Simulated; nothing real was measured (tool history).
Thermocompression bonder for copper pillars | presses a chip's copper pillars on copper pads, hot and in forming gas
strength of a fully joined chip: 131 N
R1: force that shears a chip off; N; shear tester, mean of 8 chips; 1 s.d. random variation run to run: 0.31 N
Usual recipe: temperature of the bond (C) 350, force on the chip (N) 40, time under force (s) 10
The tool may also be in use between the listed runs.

run 1 hour=0.0 | temperature_of_the_bond_(C)=350 force_on_the_chip_(N)=40 time_under_force_(s)=10 | R1=49.9
run 2 hour=7.3 | temperature_of_the_bond_(C)=350 force_on_the_chip_(N)=40 time_under_force_(s)=10 | R1=49.5
run 3 hour=12.3 | temperature_of_the_bond_(C)=350 force_on_the_chip_(N)=36 time_under_force_(s)=10 | R1=45.0
run 4 hour=21.7 | temperature_of_the_bond_(C)=350 force_on_the_chip_(N)=34 time_under_force_(s)=10 | R1=41.7
run 5 hour=32.0 | temperature_of_the_bond_(C)=350 force_on_the_chip_(N)=34 time_under_force_(s)=10 | R1=42.3
run 6 hour=42.9 | temperature_of_the_bond_(C)=350 force_on_the_chip_(N)=34 time_under_force_(s)=10 | R1=41.7
-- hour=45.8 heater calibrated with a thermocouple chip
run 7 hour=53.4 | temperature_of_the_bond_(C)=350 force_on_the_chip_(N)=40 time_under_force_(s)=6 | R1=38.4
run 8 hour=58.0 | temperature_of_the_bond_(C)=350 force_on_the_chip_(N)=40 time_under_force_(s)=6 | R1=38.6
run 9 hour=68.5 | temperature_of_the_bond_(C)=350 force_on_the_chip_(N)=40 time_under_force_(s)=6 | R1=37.9
run 10 hour=75.4 | temperature_of_the_bond_(C)=350 force_on_the_chip_(N)=40 time_under_force_(s)=6 | R1=38.3
run 11 hour=85.0 | temperature_of_the_bond_(C)=350 force_on_the_chip_(N)=40 time_under_force_(s)=6 | R1=38.2
run 12 hour=89.8 | temperature_of_the_bond_(C)=323 force_on_the_chip_(N)=40 time_under_force_(s)=21 | R1=44.2
run 13 hour=95.5 | temperature_of_the_bond_(C)=323 force_on_the_chip_(N)=40 time_under_force_(s)=21 | R1=44.3
run 14 hour=102.0 | temperature_of_the_bond_(C)=340 force_on_the_chip_(N)=58 time_under_force_(s)=21 | R1=75.1
-- hour=106.2 heater calibrated with a thermocouple chip, once more
run 15 hour=111.6 | temperature_of_the_bond_(C)=328 force_on_the_chip_(N)=40 time_under_force_(s)=10 | R1=38.9
run 16 hour=116.6 | temperature_of_the_bond_(C)=328 force_on_the_chip_(N)=40 time_under_force_(s)=10 | R1=39.3
run 17 hour=125.5 | temperature_of_the_bond_(C)=354 force_on_the_chip_(N)=26 time_under_force_(s)=10 | R1=35.1
run 18 hour=131.3 | temperature_of_the_bond_(C)=354 force_on_the_chip_(N)=26 time_under_force_(s)=10 | R1=34.5
run 19 hour=142.2 | temperature_of_the_bond_(C)=333 force_on_the_chip_(N)=40 time_under_force_(s)=11 | R1=43.3
run 20 hour=148.9 | temperature_of_the_bond_(C)=333 force_on_the_chip_(N)=40 time_under_force_(s)=16 | R1=49.7
run 21 hour=157.3 | temperature_of_the_bond_(C)=333 force_on_the_chip_(N)=40 time_under_force_(s)=16 | R1=49.6

Branching from run 21: 4 alternative next runs. What would each branch give?
run A hour=164.7 | temperature_of_the_bond_(C)=370 force_on_the_chip_(N)=28 time_under_force_(s)=19 | R1=?
run B hour=164.7 | temperature_of_the_bond_(C)=350 force_on_the_chip_(N)=40 time_under_force_(s)=8 | R1=?
run C hour=164.7 | temperature_of_the_bond_(C)=339 force_on_the_chip_(N)=40 time_under_force_(s)=7 | R1=?
run D hour=164.7 | temperature_of_the_bond_(C)=335 force_on_the_chip_(N)=37 time_under_force_(s)=17 | R1=?

run=A R1=57.8
run=B R1=46.6
run=C R1=38.6
run=D R1=47.5
With the hidden condition removed and each run's random variation left untouched, the same runs would have given:
run=A R1=60.0
run=B R1=48.3
run=C R1=40.0
run=D R1=49.3

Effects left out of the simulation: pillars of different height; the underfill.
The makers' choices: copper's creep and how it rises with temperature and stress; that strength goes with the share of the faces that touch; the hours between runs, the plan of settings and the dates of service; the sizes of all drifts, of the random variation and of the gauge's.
